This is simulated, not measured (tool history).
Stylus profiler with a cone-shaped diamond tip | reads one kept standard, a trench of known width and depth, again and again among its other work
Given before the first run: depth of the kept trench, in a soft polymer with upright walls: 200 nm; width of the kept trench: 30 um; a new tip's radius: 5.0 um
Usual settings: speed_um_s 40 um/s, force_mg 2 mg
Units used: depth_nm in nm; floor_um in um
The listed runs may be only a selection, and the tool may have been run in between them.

Run 1, day 0: usual settings. Result: depth_nm 200.83 nm, floor_um 26.59 um.
Run 2, day 0.508: usual settings. Result: depth_nm 200.85 nm, floor_um 26.59 um.
Run 3, day 1.275: usual settings. Result: depth_nm 200.83 nm, floor_um 26.63 um.
Run 4, day 2.129: usual settings. Result: depth_nm 200.76 nm, floor_um 26.58 um.
Run 5, day 2.975: usual settings but speed_um_s 19 um/s. Result: depth_nm 200.65 nm, floor_um 26.69 um.
Run 6, day 3.983: usual settings but speed_um_s 19 um/s. Result: depth_nm 200.63 nm, floor_um 26.67 um.
Run 7, day 4.804: usual settings but force_mg 1.81 mg. Result: depth_nm 200.6 nm, floor_um 26.57 um.
Run 8, day 5.275: usual settings but force_mg 1.81 mg. Result: depth_nm 200.49 nm, floor_um 26.49 um.
Run 9, day 6.354: usual settings but speed_um_s 112 um/s. Result: depth_nm 200.5 nm, floor_um 26.22 um.
Run 10, day 7.042: usual settings but speed_um_s 64 um/s. Result: depth_nm 200.59 nm, floor_um 26.41 um.
Run 11, day 7.717: usual settings but force_mg 0.98 mg. Result: depth_nm 200.2 nm, floor_um 26.45 um.
Run 12, day 8.571: usual settings but speed_um_s 119 um/s. Result: depth_nm 200.65 nm, floor_um 26.18 um.
Run 13, day 9.288: usual settings but speed_um_s 12 um/s, force_mg 3.1 mg. Result: depth_nm 201.04 nm, floor_um 26.59 um.
Run 14, day 10.112: usual settings but speed_um_s 12 um/s, force_mg 3.1 mg. Result: depth_nm 200.97 nm, floor_um 26.56 um.
Run 15, day 11.079: usual settings but speed_um_s 65 um/s, force_mg 1.94 mg. Result: depth_nm 200.74 nm, floor_um 26.38 um.
Run 16, day 11.571: usual settings but speed_um_s 36 um/s, force_mg 0.83 mg. Result: depth_nm 200.21 nm, floor_um 26.42 um.
Run 17, day 12.304: usual settings but speed_um_s 36 um/s, force_mg 0.83 mg. Result: depth_nm 200.18 nm, floor_um 26.35 um.
Run 18, day 13.125: usual settings but speed_um_s 29 um/s, force_mg 2.72 mg. Result: depth_nm 200.77 nm, floor_um 26.49 um.
Run 19, day 14.129: usual settings but speed_um_s 29 um/s, force_mg 2.72 mg. Result: depth_nm 200.82 nm, floor_um 26.5 um.
Run 20, day 14.7: usual settings but speed_um_s 39 um/s, force_mg 1.94 mg. Result: depth_nm 200.47 nm, floor_um 26.43 um.
Run 21, day 15.333: usual settings but speed_um_s 39 um/s, force_mg 1.94 mg. Result: depth_nm 200.43 nm, floor_um 26.42 um.
Run 22, day 16.125: usual settings but speed_um_s 128 um/s, force_mg 0.7 mg. Result: depth_nm 200.04 nm, floor_um 25.74 um.

5 options for the next run, each taken on its own from the tool as it stands now. Forecast them:
Run A, day 16.929: usual settings but speed_um_s 110 um/s, force_mg 2.06 mg. Result: depth_nm ?, floor_um ?.
Run B, day 16.929: usual settings but speed_um_s 48 um/s, force_mg 1.48 mg. Result: depth_nm ?, floor_um ?.
Run C, day 16.929: usual settings but speed_um_s 56 um/s, force_mg 0.92 mg. Result: depth_nm ?, floor_um ?.
Run D, day 16.929: usual settings but speed_um_s 10 um/s, force_mg 1.05 mg. Result: depth_nm ?, floor_um ?.
Run E, day 16.929: usual settings but speed_um_s 109 um/s, force_mg 1.47 mg. Result: depth_nm ?, floor_um ?.

run  depth_nm  floor_um
  A     200.4     26.12
  B    200.51     26.32
  C    200.12     26.29
  D    200.15     26.48
  E    200.32      26.1
Take away the tool's hidden state, keep each run's random variation, and the runs would have read:
run  depth_nm  floor_um
  A    200.88     26.78
  B    200.99     26.98
  C     200.6     26.95
  D    200.63     27.14
  E     200.8     26.76
